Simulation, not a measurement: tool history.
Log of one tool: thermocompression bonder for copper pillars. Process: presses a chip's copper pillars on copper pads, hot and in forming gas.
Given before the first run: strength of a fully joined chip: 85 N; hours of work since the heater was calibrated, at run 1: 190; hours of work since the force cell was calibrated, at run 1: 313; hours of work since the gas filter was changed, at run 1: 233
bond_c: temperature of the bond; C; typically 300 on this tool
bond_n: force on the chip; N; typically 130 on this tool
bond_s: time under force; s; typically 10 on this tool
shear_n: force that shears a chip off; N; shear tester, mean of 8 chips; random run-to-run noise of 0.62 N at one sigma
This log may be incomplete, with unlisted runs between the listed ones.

run	hour	bond_c	bond_n	bond_s	hours of work since the heater was calibrated	hours of work since the force cell was calibrated	hours of work since the gas filter was changed	shear_n
1	0.0	300	130	10	190	313	233	50.5
2	9.4	300	130	10	196	319	239	50.4
3	15.2	300	130	10	200	323	243	50.2
4	25.0	300	130	10	206	329	249	50.9
5	37.1	300	130	7	214	337	257	44.2
6	46.9	300	130	10	221	343	263	50.4
7	53.0	300	130	10	224	347	267	50.1
8	60.3	300	130	10	229	352	272	49.8
# hour 62.7: force cell calibrated
9	69.6	319	124	16	234	4	277	64.3
10	76.9	319	124	16	239	9	281	64.4
11	85.8	319	124	16	245	15	287	64.2
12	95.6	302	128	7	251	21	293	45.6
13	103.4	306	130	10	256	26	298	53.7
14	113.9	271	102	14	263	33	305	30.9

Forecast each of these 3 alternatives for the next run:
A	122.0	271	100	14	268	38	310	?
B	122.0	322	134	12	268	38	310	?
C	122.0	300	171	10	268	38	310	?

run	shear_n
A	30.4
B	65.7
C	61.7
What these runs would have given with no unlogged condition in the tool:
run	shear_n
A	30.5
B	68.6
C	64.2
